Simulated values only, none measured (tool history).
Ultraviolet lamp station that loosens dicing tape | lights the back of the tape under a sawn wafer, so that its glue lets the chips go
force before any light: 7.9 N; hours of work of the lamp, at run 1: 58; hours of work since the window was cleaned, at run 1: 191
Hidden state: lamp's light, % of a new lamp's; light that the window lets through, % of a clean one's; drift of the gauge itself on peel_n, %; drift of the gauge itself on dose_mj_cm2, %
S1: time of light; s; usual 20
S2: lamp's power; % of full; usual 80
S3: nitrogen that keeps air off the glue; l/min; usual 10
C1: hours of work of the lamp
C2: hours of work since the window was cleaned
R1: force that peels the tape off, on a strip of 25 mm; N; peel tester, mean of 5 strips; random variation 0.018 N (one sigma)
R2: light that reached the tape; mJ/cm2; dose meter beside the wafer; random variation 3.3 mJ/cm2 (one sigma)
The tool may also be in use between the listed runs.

run   hour  S1  S2  S3   C1   C2     R1   R2
  1    0.0  20  80  10   58  191  1.058  476
  2    6.2  13  80  10   62  195  2.072  307
  3   19.9  20  80  10   72  205  1.032  464
  4   34.2  20  80  10   82  215  1.089  464
  5   44.8  20  88  10   89  222  0.874  509
  6   59.2  20  80  10   99  232  1.107  461
  7   70.7  20  80  10  107  240  1.139  463
  8   78.0  20  80  10  112  245  1.105  453
  9   87.0  20  80  10  119  252  1.131  455
 10   97.9  20  80  10  126  259  1.152  454
 11  109.4  20  80  10  134  267  1.089  449
 12  115.2  20  80  10  138  272  1.141  446
 13  128.7  20  80  10  148  281  1.158  442
 14  140.4  20  80  10  156  289  1.146  447
 15  149.2  20  80  10  162  295  1.135  438
 16  163.4  20  80  10  172  305  1.221  441
 17  170.2  20  70  10  177  310  1.433  387
 18  180.5  20  70  10  184  317  1.491  384
 19  190.1  20  70   6  191  324  1.881  381
 20  199.6  20  70   6  198  331  1.803  377
 21  213.9  20  70   6  208  341  1.917  378
 22  227.7  29  80  10  217  350  0.616  620
 23  241.9  29  80  10  227  360  0.633  610
 24  255.8  20  62  10  237  370  1.809  327
 25  268.5  21  69   5  246  379  2.122  382
 26  281.8  10  74  10  255  388  3.261  193
 27  288.3  39  80   9  260  393  0.367  803
 28  296.4  22  80   8  266  399  1.254  458
 29  307.3  22  80   8  273  406  1.236  454
 30  319.7  20  92  11  282  415  1.023  474
     327.2  -- window cleaned of glue's vapour
 31  328.0  31  64   8  287    1  0.755  595
 32  335.4  20  85   4  293    6  1.468  507
 33  348.8  20  87  10  302   15  0.886  524
 34  357.4  20  87  10  308   21  0.856  524
 35  364.7  20  87  10  313   26  0.880  517
 36  377.3  20  87  10  322   35  0.916  518
 37  391.4  20  87  10  332   45  0.888  508
 38  401.2  11  96   5  339   52  2.616  311
 39  407.0  11  96   5  343   56  2.504  307
 40  413.2  11  96   5  347   60  2.723  304
 41  423.6  18  86  15  355   68  0.928  446
 42  430.1  10  80  10  359   72  2.694  230
 43  436.3  13  80   6  364   77  2.510  299

Forecast each of these 4 alternatives for the next run:
  A  443.8  13  80   3  369  82   ?   ?
  B  443.8  18  80   8  369  82   ?   ?
  C  443.8  20  80   5  369  82   ?   ?
  D  443.8  20  80  15  369  82   ?   ?

run     R1   R2
  A  3.075  293
  B  1.452  411
  C  1.577  461
  D  0.931  462
Without the tool's hidden state the same runs would have given:
run     R1   R2
  A  2.738  332
  B  1.183  466
  C  1.293  522
  D  0.729  523
